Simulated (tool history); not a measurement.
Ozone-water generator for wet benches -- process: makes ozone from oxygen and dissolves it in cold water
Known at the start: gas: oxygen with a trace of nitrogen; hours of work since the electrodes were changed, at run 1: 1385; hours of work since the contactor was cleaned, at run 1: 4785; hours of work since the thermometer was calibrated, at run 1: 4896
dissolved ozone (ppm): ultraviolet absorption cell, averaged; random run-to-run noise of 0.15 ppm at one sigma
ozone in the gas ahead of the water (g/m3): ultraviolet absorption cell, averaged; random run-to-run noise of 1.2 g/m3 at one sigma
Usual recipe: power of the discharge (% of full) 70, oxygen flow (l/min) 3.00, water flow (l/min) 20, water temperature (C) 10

| run | day | power of the discharge (% of full) | oxygen flow (l/min) | water flow (l/min) | water temperature (C) | hours of work since the electrodes were changed | hours of work since the contactor was cleaned | hours of work since the thermometer was calibrated | dissolved ozone (ppm) | ozone in the gas ahead of the water (g/m3) |
|---|---|---|---|---|---|---|---|---|---|---|
| 1 | 0.000 | 70 | 3.00 | 20 | 10 | 1385 | 4785 | 4896 | 15.8 | 215.8 |
| 2 | 1.854 | 70 | 3.00 | 20 | 10 | 1422 | 4822 | 4932 | 16.0 | 216.7 |
| 3 | 2.925 | 70 | 3.00 | 23 | 10 | 1443 | 4843 | 4954 | 14.1 | 214.8 |
| 4 | 4.442 | 70 | 3.00 | 20 | 14 | 1473 | 4873 | 4984 | 15.4 | 218.5 |
| 5 | 5.821 | 43 | 3.00 | 20 | 14 | 1500 | 4901 | 5011 | 10.1 | 143.4 |
| 6 | 6.642 | 43 | 3.00 | 20 | 14 | 1517 | 4917 | 5027 | 10.1 | 141.4 |
| 7 | 8.338 | 43 | 3.00 | 20 | 14 | 1550 | 4951 | 5061 | 10.0 | 143.0 |
| 8 | 10.025 | 70 | 3.00 | 21 | 10 | 1584 | 4984 | 5094 | 15.1 | 215.1 |
| 9 | 11.362 | 70 | 3.00 | 20 | 10 | 1610 | 5011 | 5121 | 15.8 | 215.3 |
| 10 | 12.521 | 56 | 3.00 | 20 | 10 | 1633 | 5033 | 5144 | 13.0 | 177.8 |
| 11 | 13.883 | 56 | 3.00 | 20 | 10 | 1660 | 5061 | 5171 | 13.2 | 178.6 |
| 12 | 15.112 | 56 | 3.44 | 20 | 10 | 1684 | 5085 | 5195 | 13.3 | 166.4 |
| 13 | 16.575 | 70 | 3.00 | 20 | 10 | 1714 | 5114 | 5224 | 15.8 | 216.3 |
| 14 | 17.950 | 70 | 3.00 | 20 | 10 | 1741 | 5141 | 5251 | 15.7 | 215.7 |
| 15 | 19.704 | 70 | 3.00 | 20 | 10 | 1776 | 5176 | 5286 | 15.5 | 216.5 |
| 16 | 20.679 | 70 | 3.00 | 20 | 10 | 1795 | 5195 | 5306 | 16.1 | 213.9 |
| 17 | 22.450 | 70 | 3.09 | 15 | 17 | 1830 | 5230 | 5341 | 18.5 | 211.2 |
|  | 22.796 | water thermometer calibrated |
| 18 | 23.438 | 70 | 3.09 | 15 | 16 | 1849 | 5249 | 13 | 18.7 | 212.2 |
| 19 | 24.758 | 70 | 3.09 | 15 | 16 | 1875 | 5276 | 39 | 18.7 | 211.9 |
| 20 | 26.042 | 70 | 3.09 | 15 | 16 | 1901 | 5301 | 64 | 18.7 | 212.2 |
| 21 | 27.767 | 88 | 4.40 | 22 | 13 | 1935 | 5335 | 99 | 17.9 | 211.1 |
| 22 | 29.254 | 45 | 3.03 | 20 | 8 | 1964 | 5365 | 128 | 10.8 | 147.2 |
|  | 30.104 | water thermometer calibrated, once more |
| 23 | 30.104 | 42 | 3.03 | 20 | 8 | 1981 | 5381 | 0 | 10.2 | 139.5 |
| 24 | 31.100 | 66 | 4.44 | 32 | 8 | 2001 | 5401 | 20 | 10.7 | 163.7 |
|  | 32.833 | contactor cleaned |
| 25 | 32.858 | 74 | 3.00 | 27 | 10 | 2032 | 0 | 51 | 13.8 | 225.1 |
| 26 | 34.646 | 74 | 5.11 | 18 | 10 | 2068 | 36 | 87 | 21.1 | 167.8 |
| 27 | 35.629 | 74 | 1.90 | 18 | 10 | 2087 | 55 | 106 | 18.0 | 286.8 |
| 28 | 37.275 | 74 | 1.90 | 18 | 10 | 2120 | 88 | 139 | 17.9 | 288.8 |
| 29 | 38.967 | 74 | 1.90 | 18 | 10 | 2153 | 122 | 172 | 17.8 | 288.3 |
| 30 | 39.871 | 70 | 5.38 | 20 | 10 | 2171 | 139 | 190 | 18.6 | 155.2 |
| 31 | 41.658 | 67 | 3.16 | 20 | 15 | 2207 | 175 | 226 | 15.9 | 200.5 |
| 32 | 42.525 | 43 | 3.16 | 15 | 15 | 2224 | 192 | 243 | 13.9 | 138.1 |

What if the next run were any one of these 5? Each begins from the tool's condition after run 32:
| A | 44.371 | 65 | 3.00 | 20 | 6 | 2260 | 229 | 279 | ? | ? |
| B | 44.371 | 97 | 3.16 | 15 | 15 | 2260 | 229 | 279 | ? | ? |
| C | 44.371 | 70 | 2.62 | 20 | 16 | 2260 | 229 | 279 | ? | ? |
| D | 44.371 | 59 | 3.16 | 28 | 12 | 2260 | 229 | 279 | ? | ? |
| E | 44.371 | 43 | 2.34 | 21 | 15 | 2260 | 229 | 279 | ? | ? |

| run | dissolved ozone (ppm) | ozone in the gas ahead of the water (g/m3) |
|---|---|---|
| A | 16.7 | 201.3 |
| B | 27.2 | 270.4 |
| C | 15.8 | 228.4 |
| D | 11.0 | 181.0 |
| E | 9.8 | 162.9 |
What these runs would have given with no unlogged condition in the tool:
| run | dissolved ozone (ppm) | ozone in the gas ahead of the water (g/m3) |
|---|---|---|
| A | 17.4 | 208.1 |
| B | 28.6 | 283.1 |
| C | 16.5 | 236.7 |
| D | 11.5 | 186.5 |
| E | 10.1 | 166.4 |

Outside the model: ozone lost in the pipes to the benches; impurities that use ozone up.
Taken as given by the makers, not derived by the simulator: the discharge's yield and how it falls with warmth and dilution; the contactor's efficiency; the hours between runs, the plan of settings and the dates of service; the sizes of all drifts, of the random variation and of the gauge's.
